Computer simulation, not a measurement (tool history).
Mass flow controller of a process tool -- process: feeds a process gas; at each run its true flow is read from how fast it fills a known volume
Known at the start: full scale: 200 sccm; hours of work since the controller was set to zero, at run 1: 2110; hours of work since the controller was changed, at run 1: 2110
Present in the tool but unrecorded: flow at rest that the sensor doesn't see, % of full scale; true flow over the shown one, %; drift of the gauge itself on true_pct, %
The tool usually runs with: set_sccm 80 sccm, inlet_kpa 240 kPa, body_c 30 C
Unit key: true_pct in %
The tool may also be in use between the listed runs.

run	hour	set_sccm	inlet_kpa	body_c	hours of work since the controller was set to zero	hours of work since the controller was changed	true_pct
1	0.0	80	240	30	2110	2110	98.25
2	36.2	80	240	30	2137	2137	98.42
3	115.4	80	240	30	2195	2195	98.48
4	192.3	80	240	30	2251	2251	98.35
5	264.8	80	240	30	2305	2305	98.39
6	339.0	80	240	30	2360	2360	98.48
7	397.2	80	240	30	2402	2402	98.34
8	443.2	80	240	32	2436	2436	98.33
9	510.1	41	240	32	2486	2486	98.84
10	565.8	41	240	32	2527	2527	98.87
11	605.2	41	240	32	2556	2556	98.79
12	645.7	41	240	32	2585	2585	98.75
13	715.5	80	240	30	2637	2637	98.59
14	762.6	80	240	30	2671	2671	98.55
15	820.9	80	240	30	2714	2714	98.62
16	860.2	80	240	30	2743	2743	98.45
17	907.6	80	240	30	2778	2778	98.47
18	949.9	80	240	30	2809	2809	98.59
19	1011.2	80	240	30	2855	2855	98.50
20	1066.7	80	240	30	2895	2895	98.55
21	1128.5	28	240	30	2941	2941	100.12
22	1177.1	28	240	30	2977	2977	100.12
23	1230.9	28	240	30	3016	3016	100.11
24	1271.2	28	240	30	3046	3046	100.15
25	1338.7	28	240	30	3096	3096	100.11
26	1403.5	57	144	30	3143	3143	99.11
27	1461.0	57	144	30	3186	3186	99.13
28	1504.4	43	240	24	3218	3218	99.73
29	1553.3	43	240	24	3254	3254	99.95
30	1603.6	173	168	30	3291	3291	98.98
31	1668.5	173	168	40	3339	3339	97.88
32	1755.4	194	191	40	3403	3403	98.06
33	1796.7	198	184	20	3433	3433	100.38
34	1848.5	113	199	34	3471	3471	98.14
35	1884.8	172	199	40	3498	3498	97.82
36	1962.9	80	247	22	3555	3555	99.54
37	2045.0	80	247	29	3616	3616	98.62
38	2123.9	80	247	29	3674	3674	98.76
39	2205.8	80	198	30	3734	3734	98.84
40	2272.6	57	266	25	3784	3784	99.52
41	2355.2	57	266	25	3844	3844	99.39
42	2412.1	57	266	25	3886	3886	99.39
43	2454.2	56	235	30	3917	3917	99.14
44	2535.4	51	274	27	3977	3977	99.37
45	2573.9	51	274	27	4005	4005	99.48
46	2640.9	80	221	39	4055	4055	97.75

Run 47, settings as shown, results not yet in. Your forecast:
47	2701.3	45	268	30	4099	4099	?

true_pct: 99.40 %
With the hidden condition absent and the run-to-run variation left alone, this run would have shown true_pct 97.51 %.
